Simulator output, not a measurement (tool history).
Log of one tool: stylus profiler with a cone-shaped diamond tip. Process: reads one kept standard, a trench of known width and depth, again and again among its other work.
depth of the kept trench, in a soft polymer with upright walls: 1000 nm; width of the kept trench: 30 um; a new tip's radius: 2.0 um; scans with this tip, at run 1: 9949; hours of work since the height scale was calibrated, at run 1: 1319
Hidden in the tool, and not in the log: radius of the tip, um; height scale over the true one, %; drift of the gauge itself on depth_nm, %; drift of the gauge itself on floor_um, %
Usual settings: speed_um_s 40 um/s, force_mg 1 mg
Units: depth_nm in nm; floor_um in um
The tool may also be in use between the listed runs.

run	hour	speed_um_s	force_mg	scans with this tip	hours of work since the height scale was calibrated	depth_nm	floor_um
1	0	40	1	9949	1319	1004.32	25.74
2	68.4	40	1	10221	1355	1004.23	25.72
3	134.9	40	1	10485	1390	1004.19	25.69
4	168.6	40	1	10619	1408	1003.93	25.67
5	239.5	40	0.42	10901	1445	1001.41	25.57
6	309.6	40	0.42	11179	1482	1001.16	25.58
7	380.4	40	0.42	11460	1520	1001.03	25.51
8	442.9	40	0.42	11709	1552	1001.2	25.56
9	482.8	40	0.42	11867	1573	1001	25.58
10	550.5	40	0.42	12136	1609	1000.72	25.5
11	592	40	0.42	12301	1631	1001.17	25.47
12	624.7	40	1	12431	1648	1003.63	25.6
13	658	24	1	12563	1666	1003.51	25.67
14	710.9	24	1	12773	1694	1003.54	25.65
15	746.4	98	0.36	12914	1712	1000.32	24.97
16	775.7	98	0.36	13031	1728	1000.46	25.01
17	809.7	15	1	13166	1746	1003.97	25.75
18	862.1	15	1	13374	1773	1003.69	25.7
19	914	15	1	13580	1801	1003.46	25.69
20	965.1	15	1	13783	1827	1003.38	25.66
21	1002.2	15	1	13930	1847	1003.38	25.65
22	1044.7	45	1.03	14099	1869	1003.28	25.47
23	1074.8	82	1.79	14219	1885	1006.52	25.47
24	1109.1	102	1.15	14355	1903	1003.91	25.29
25	1176.1	53	1.61	14621	1939	1005.75	25.51
26	1240.4	53	1.61	14876	1972	1005.4	25.49

The same runs without the tool's hidden state, with the same run-to-run variation:
run	depth_nm	floor_um
1	1006.65	26.33
2	1006.62	26.34
3	1006.64	26.31
4	1006.41	26.31
5	1003.95	26.22
6	1003.77	26.25
7	1003.7	26.2
8	1003.92	26.26
9	1003.76	26.29
10	1003.54	26.23
11	1004.03	26.2
12	1006.51	26.34
13	1006.43	26.41
14	1006.5	26.41
15	1003.31	25.74
16	1003.47	25.78
17	1007.02	26.53
18	1006.78	26.49
19	1006.6	26.49
20	1006.56	26.48
21	1006.6	26.47
22	1006.54	26.3
23	1009.82	26.31
24	1007.23	26.13
25	1009.15	26.37
26	1008.85	26.36

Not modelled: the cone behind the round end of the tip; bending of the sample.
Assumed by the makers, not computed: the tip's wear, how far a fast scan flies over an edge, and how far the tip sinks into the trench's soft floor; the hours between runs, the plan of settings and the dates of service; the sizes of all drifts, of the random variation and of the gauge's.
